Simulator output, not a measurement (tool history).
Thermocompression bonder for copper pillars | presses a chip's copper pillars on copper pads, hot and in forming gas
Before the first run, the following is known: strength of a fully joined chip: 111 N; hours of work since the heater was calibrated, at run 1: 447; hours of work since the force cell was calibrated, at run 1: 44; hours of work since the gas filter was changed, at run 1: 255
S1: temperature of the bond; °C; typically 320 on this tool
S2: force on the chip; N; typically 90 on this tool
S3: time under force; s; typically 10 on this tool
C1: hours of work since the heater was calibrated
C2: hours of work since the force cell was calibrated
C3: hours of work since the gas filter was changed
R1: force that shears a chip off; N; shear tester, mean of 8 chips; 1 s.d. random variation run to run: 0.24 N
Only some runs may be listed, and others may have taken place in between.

Run 1, hour 0.0: usual settings; C1 447; C2 44; C3 255. Result: R1 63.2 N.
Run 2, hour 21.0: usual settings but S2 105 N; C1 463; C2 60; C3 271. Result: R1 69.1 N.
Run 3, hour 33.6: usual settings; C1 473; C2 70; C3 281. Result: R1 63.4 N.
Run 4, hour 47.4: usual settings; C1 483; C2 80; C3 292. Result: R1 63.3 N.
Run 5, hour 69.7: usual settings; C1 501; C2 97; C3 309. Result: R1 63.6 N.
Run 6, hour 87.7: usual settings; C1 515; C2 111; C3 323. Result: R1 63.5 N.
Run 7, hour 107.2: usual settings; C1 530; C2 126; C3 338. Result: R1 62.9 N.
Run 8, hour 120.8: usual settings but S2 87 N; C1 540; C2 137; C3 348. Result: R1 61.6 N.
Run 9, hour 143.2: usual settings but S1 300 °C, S2 56 N; C1 557; C2 154; C3 366. Result: R1 38.4 N.
Run 10, hour 161.9: usual settings but S1 300 °C, S2 56 N; C1 572; C2 169; C3 380. Result: R1 38.9 N.
Run 11, hour 183.6: usual settings but S1 319 °C, S2 134 N, S3 19 s; C1 589; C2 185; C3 397. Result: R1 89.4 N.
Run 12, hour 199.7: usual settings but S1 346 °C, S2 71 N, S3 12 s; C1 601; C2 198; C3 409. Result: R1 69.1 N.
Run 13, hour 214.5: usual settings but S1 346 °C, S2 71 N, S3 12 s; C1 612; C2 209; C3 421. Result: R1 68.5 N.
At hour 230.4: forming gas filter changed.
Run 14, hour 230.4: usual settings but S1 319 °C, S2 71 N, S3 22 s; C1 624; C2 221; C3 0. Result: R1 69.2 N.
Run 15, hour 242.9: usual settings but S1 297 °C, S2 67 N, S3 6 s; C1 634; C2 231; C3 10. Result: R1 34.4 N.
Run 16, hour 253.7: usual settings but S1 347 °C, S2 67 N, S3 5 s; C1 642; C2 239; C3 18. Result: R1 50.6 N.

What if the next run were any one of these 4? Each begins from the tool's condition after run 16:
Run A, hour 268.1: usual settings but S1 341 °C, S2 105 N, S3 13 s; C1 653; C2 250; C3 29. Result: R1 ?.
Run B, hour 268.1: usual settings but S1 347 °C, S2 59 N, S3 5 s; C1 653; C2 250; C3 29. Result: R1 ?.
Run C, hour 268.1: usual settings but S1 306 °C, S2 67 N, S3 29 s; C1 653; C2 250; C3 29. Result: R1 ?.
Run D, hour 268.1: usual settings but S1 314 °C, S2 67 N, S3 5 s; C1 653; C2 250; C3 29. Result: R1 ?.

run    R1
  A  82.8
  B  46.0
  C  66.6
  D  38.3
Stripped of hidden state, with their random variation kept, the same runs would have yielded:
run    R1
  A  83.9
  B  46.6
  C  67.5
  D  38.8

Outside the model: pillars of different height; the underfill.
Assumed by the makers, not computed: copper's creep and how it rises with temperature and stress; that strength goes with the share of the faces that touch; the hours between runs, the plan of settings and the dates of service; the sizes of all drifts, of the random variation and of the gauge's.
